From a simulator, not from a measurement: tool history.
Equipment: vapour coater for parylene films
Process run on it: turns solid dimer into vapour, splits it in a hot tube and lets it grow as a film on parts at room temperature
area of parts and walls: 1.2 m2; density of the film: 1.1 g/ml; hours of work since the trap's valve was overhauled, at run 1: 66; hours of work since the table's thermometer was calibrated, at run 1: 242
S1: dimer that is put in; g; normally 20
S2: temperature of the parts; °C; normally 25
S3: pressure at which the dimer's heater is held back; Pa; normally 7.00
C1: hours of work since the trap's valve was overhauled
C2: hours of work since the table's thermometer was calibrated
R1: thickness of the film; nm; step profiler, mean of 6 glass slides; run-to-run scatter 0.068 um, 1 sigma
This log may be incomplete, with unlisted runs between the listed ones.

run 1 day=0.000 | S1=20 S2=25 S3=7.00 | C1=66 C2=242 | R1=7910
run 2 day=1.429 | S1=20 S2=25 S3=7.00 | C1=85 C2=261 | R1=7790
run 3 day=2.538 | S1=20 S2=25 S3=7.00 | C1=100 C2=276 | R1=7670
run 4 day=3.825 | S1=20 S2=25 S3=7.00 | C1=118 C2=293 | R1=7710
run 5 day=4.621 | S1=20 S2=25 S3=4.93 | C1=128 C2=304 | R1=8260
run 6 day=5.758 | S1=20 S2=25 S3=4.93 | C1=144 C2=319 | R1=8060
run 7 day=7.142 | S1=20 S2=35 S3=4.93 | C1=162 C2=338 | R1=5400
run 8 day=7.992 | S1=20 S2=35 S3=4.93 | C1=174 C2=349 | R1=5420
run 9 day=8.912 | S1=20 S2=35 S3=4.93 | C1=186 C2=362 | R1=5270
run 10 day=10.296 | S1=20 S2=25 S3=7.00 | C1=205 C2=380 | R1=7250
run 11 day=11.192 | S1=20 S2=25 S3=7.00 | C1=217 C2=392 | R1=7220
run 12 day=12.512 | S1=20 S2=25 S3=7.00 | C1=235 C2=410 | R1=7190
run 13 day=13.892 | S1=20 S2=25 S3=7.00 | C1=253 C2=429 | R1=7210
run 14 day=14.600 | S1=20 S2=28 S3=7.00 | C1=263 C2=438 | R1=6300
run 15 day=15.304 | S1=20 S2=28 S3=7.00 | C1=272 C2=448 | R1=6240
run 16 day=16.308 | S1=28 S2=28 S3=7.00 | C1=286 C2=461 | R1=8600
run 17 day=17.312 | S1=28 S2=28 S3=7.00 | C1=300 C2=475 | R1=8630
run 18 day=18.825 | S1=30 S2=32 S3=7.10 | C1=320 C2=495 | R1=7770
-- day=19.354 trap's valve overhauled
run 19 day=19.875 | S1=30 S2=32 S3=7.10 | C1=7 C2=507 | R1=9090
run 20 day=21.054 | S1=14 S2=32 S3=7.10 | C1=23 C2=523 | R1=4220
run 21 day=21.862 | S1=24 S2=27 S3=7.00 | C1=34 C2=534 | R1=8910
run 22 day=23.079 | S1=24 S2=27 S3=7.00 | C1=50 C2=551 | R1=8560
run 23 day=24.179 | S1=35 S2=27 S3=7.00 | C1=65 C2=565 | R1=12600
run 24 day=25.062 | S1=9 S2=27 S3=11.78 | C1=77 C2=577 | R1=2890
run 25 day=26.496 | S1=9 S2=31 S3=9.14 | C1=96 C2=597 | R1=2600
run 26 day=27.288 | S1=33 S2=26 S3=9.14 | C1=107 C2=607 | R1=11380

Below are 5 alternative next runs, each starting from the tool's condition after run 26. Predict each:
run A day=28.567 | S1=33 S2=37 S3=2.63 | C1=124 C2=625 | R1=?
run B day=28.567 | S1=20 S2=25 S3=2.50 | C1=124 C2=625 | R1=?
run C day=28.567 | S1=20 S2=21 S3=11.60 | C1=124 C2=625 | R1=?
run D day=28.567 | S1=20 S2=23 S3=7.00 | C1=124 C2=625 | R1=?
run E day=28.567 | S1=11 S2=29 S3=4.83 | C1=124 C2=625 | R1=?

run=A R1=9560
run=B R1=9550
run=C R1=8160
run=D R1=8340
run=E R1=3900
What these runs would have given with no unlogged condition in the tool:
run=A R1=10110
run=B R1=10110
run=C R1=8640
run=D R1=8820
run=E R1=4130
